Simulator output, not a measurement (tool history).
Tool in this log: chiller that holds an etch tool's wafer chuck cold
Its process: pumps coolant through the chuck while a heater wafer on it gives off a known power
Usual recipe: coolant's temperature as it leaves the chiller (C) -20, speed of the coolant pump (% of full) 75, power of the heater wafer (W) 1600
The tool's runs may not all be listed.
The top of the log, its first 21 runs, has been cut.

run,day,coolant's temperature as it leaves the chiller (C),speed of the coolant pump (% of full),power of the heater wafer (W),chuck's temperature once it has settled (C),how much warmer the coolant comes back (C)
22,23.838,-20,70,1344,-7.3,5.72
23,25.367,-11,80,1085,-1.7,4.04
24,26.292,-11,80,1085,-1.6,4
# day 27.388: chiller's thermometer calibrated, once more
25,28.004,-16,67,1085,-6.1,4.81
26,29.425,-20,97,2319,-4.5,7.16
27,30.988,-20,66,1681,-4.2,7.59
28,32.092,-20,84,1600,-7.9,5.74
29,33.217,-20,85,1772,-6.9,6.26
30,34.379,-20,63,1485,-5.6,7.04
31,36.029,-20,63,1485,-5.6,7.07

3 ways to go on from here, each from the tool as it stands after run 31. What would each give?
A,37.546,-12,63,1791,?,?
B,37.546,-16,77,1975,?,?
C,37.546,-20,63,2282,?,?

run,chuck's temperature once it has settled (C),how much warmer the coolant comes back (C)
A,5.5,8.46
B,0.3,7.69
C,2.3,10.93
With no hidden state in the tool, these same runs would have given:
run,chuck's temperature once it has settled (C),how much warmer the coolant comes back (C)
A,4.8,8.29
B,-0.4,7.53
C,1.4,10.7

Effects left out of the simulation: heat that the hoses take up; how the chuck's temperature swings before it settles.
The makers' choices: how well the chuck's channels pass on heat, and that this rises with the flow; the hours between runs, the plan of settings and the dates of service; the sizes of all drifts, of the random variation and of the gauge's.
